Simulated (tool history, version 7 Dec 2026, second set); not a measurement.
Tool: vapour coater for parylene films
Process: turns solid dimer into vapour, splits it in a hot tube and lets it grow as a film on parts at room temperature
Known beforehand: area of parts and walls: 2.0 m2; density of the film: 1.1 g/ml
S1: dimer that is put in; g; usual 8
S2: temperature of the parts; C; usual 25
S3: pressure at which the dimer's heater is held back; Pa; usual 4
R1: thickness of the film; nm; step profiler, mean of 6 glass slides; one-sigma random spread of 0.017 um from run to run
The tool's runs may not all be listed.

run   hour  S1  S2     S3    R1
  1      0   8  25      4  1810
  2   42.6   8  19      4  2240
  3   72.9   8  25      4  1810
  4   92.1   8  25   8.22  1580
  5  132.5   8  25   8.22  1560
  6  178.9   8  25   5.29  1690
     219.5  -- table's thermometer calibrated
  7  224.7   8  25   5.29  1660
  8  244.3   8  25   2.48  1880
  9  269.3   8  25   2.48  1870
     289.6  -- trap's valve overhauled
 10  296.2   8  25   2.48  2210
 11  341.3   8  25   2.48  2190
 12  379.2   9  25   2.48  2470
 13  419.4   4  26    7.6   820
 14  458.2  13  34    2.1  2670
 15  486.9  13  34    2.1  2630
 16  524.2   4  34    2.1   850
 17  570.4   8  31      4  1570
 18  611.1   8  22   8.44  1830
 19  632.5   8  22   2.06  2450
 20  666.4  11  25   5.03  2520
 21  701.9   4  25  11.42   780
 22  735.8   4  25  11.42   770
 23  779.3   4  25  11.42   790
 24  820.2   4  25  11.42   770

For some of the steps in R1 from one run to the next: how much would appear even if the tool had no hidden state, given the settings, what came in and random variation, and how much remains for the hidden state plus any gauge scatter that the measured result and the result without hidden state don't share?
Hidden state present: vapour lost through the trap's worn valve, %; true temperature of the parts over the reading, C; drift of the gauge itself on film_um, %.
Run 9 -> 10: trap's valve overhauled. R1 +340 nm: hidden state +330, all else +10.
Run 13 -> 14: S1 4 -> 13, S2 26 -> 34, S3 7.6 -> 2.1. R1 +1850 nm: hidden state -30, all else +1880.
Run 15 -> 16: S1 13 -> 4. R1 -1780 nm: hidden state +40, all else -1820.
Run 20 -> 21: S1 11 -> 4, S3 5.03 -> 11.42. R1 -1740 nm: hidden state +80, all else -1820.

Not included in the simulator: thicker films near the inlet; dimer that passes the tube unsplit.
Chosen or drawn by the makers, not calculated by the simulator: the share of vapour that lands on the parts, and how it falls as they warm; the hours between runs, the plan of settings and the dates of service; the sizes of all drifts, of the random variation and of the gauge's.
